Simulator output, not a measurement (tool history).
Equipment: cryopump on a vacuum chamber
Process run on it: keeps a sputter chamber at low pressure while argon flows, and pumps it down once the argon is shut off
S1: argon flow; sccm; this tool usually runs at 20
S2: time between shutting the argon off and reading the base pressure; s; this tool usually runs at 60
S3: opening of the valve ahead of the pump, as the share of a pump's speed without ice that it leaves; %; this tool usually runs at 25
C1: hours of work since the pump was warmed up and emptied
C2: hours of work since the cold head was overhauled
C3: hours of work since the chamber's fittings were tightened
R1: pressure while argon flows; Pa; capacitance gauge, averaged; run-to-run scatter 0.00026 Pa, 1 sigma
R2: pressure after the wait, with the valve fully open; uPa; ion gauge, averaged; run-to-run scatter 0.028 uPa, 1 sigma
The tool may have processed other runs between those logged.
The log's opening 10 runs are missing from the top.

Run 11, hour 106.4: usual settings but S1 8 sccm, S2 40 s, S3 21 %; C1 144; C2 144; C3 879. Result: R1 0.0333 Pa, R2 2.29 uPa.
Run 12, hour 120.3: usual settings but S1 8 sccm, S2 40 s, S3 21 %; C1 155; C2 155; C3 890. Result: R1 0.0334 Pa, R2 2.34 uPa.
Run 13, hour 127.6: usual settings but S1 8 sccm, S2 40 s, S3 21 %; C1 161; C2 161; C3 896. Result: R1 0.0337 Pa, R2 2.34 uPa.
Run 14, hour 140.5: usual settings but S1 8 sccm, S2 40 s, S3 21 %; C1 172; C2 172; C3 907. Result: R1 0.0336 Pa, R2 2.46 uPa.
Run 15, hour 152.1: usual settings but S3 31 %; C1 181; C2 181; C3 916. Result: R1 0.0566 Pa, R2 1.75 uPa.
Run 16, hour 163.8: usual settings but S3 31 %; C1 191; C2 191; C3 926. Result: R1 0.057 Pa, R2 1.76 uPa.
Run 17, hour 174.9: usual settings but S1 16 sccm, S3 48 %; C1 200; C2 200; C3 935. Result: R1 0.03 Pa, R2 1.75 uPa.
Run 18, hour 185.4: usual settings but S1 16 sccm, S3 48 %; C1 208; C2 208; C3 943. Result: R1 0.0297 Pa, R2 1.77 uPa.
Run 19, hour 192.2: usual settings but S1 31 sccm, S2 145 s, S3 48 %; C1 214; C2 214; C3 949. Result: R1 0.0577 Pa, R2 1.07 uPa.
Run 20, hour 205.2: usual settings but S1 23 sccm, S3 49 %; C1 224; C2 224; C3 959. Result: R1 0.0419 Pa, R2 1.83 uPa.
Run 21, hour 212.6: usual settings but S1 27 sccm, S2 36 s, S3 20 %; C1 230; C2 230; C3 965. Result: R1 0.1187 Pa, R2 2.59 uPa.
Run 22, hour 219.6: usual settings but S1 13 sccm, S3 18 %; C1 236; C2 236; C3 971. Result: R1 0.0631 Pa, R2 1.81 uPa.
Run 23, hour 232.1: usual settings but S1 13 sccm, S3 18 %; C1 246; C2 246; C3 981. Result: R1 0.0641 Pa, R2 1.74 uPa.
Run 24, hour 238.4: usual settings but S1 21 sccm, S2 38 s, S3 17 %; C1 251; C2 251; C3 986. Result: R1 0.1088 Pa, R2 2.4 uPa.
Run 25, hour 245.4: usual settings but S1 9 sccm, S2 197 s, S3 45 %; C1 257; C2 257; C3 992. Result: R1 0.0175 Pa, R2 0.96 uPa.
Run 26, hour 259.7: usual settings but S1 39 sccm, S2 265 s, S3 54 %; C1 269; C2 269; C3 1004. Result: R1 0.0646 Pa, R2 0.91 uPa.
Run 27, hour 272.2: usual settings but S1 8 sccm, S2 57 s, S3 19 %; C1 279; C2 279; C3 1014. Result: R1 0.0373 Pa, R2 1.83 uPa.
Run 28, hour 279.1: usual settings but S1 16 sccm, S2 41 s, S3 17 %; C1 285; C2 285; C3 1019. Result: R1 0.0826 Pa, R2 2.39 uPa.
Run 29, hour 288.2: usual settings but S1 14 sccm, S2 289 s, S3 37 %; C1 292; C2 292; C3 1027. Result: R1 0.0335 Pa, R2 0.9 uPa.

Run 30 comes next. What will it give?
Run 30, hour 301.9: usual settings but S3 38 %; C1 303; C2 303; C3 1038. Result: R1 ?, R2 ?.

Logged for run 30: R1 0.0466 Pa, R2 1.78 uPa.
With the hidden condition absent and the run-to-run variation left alone, this run would have shown R1 0.0457 Pa, R2 1.26 uPa.
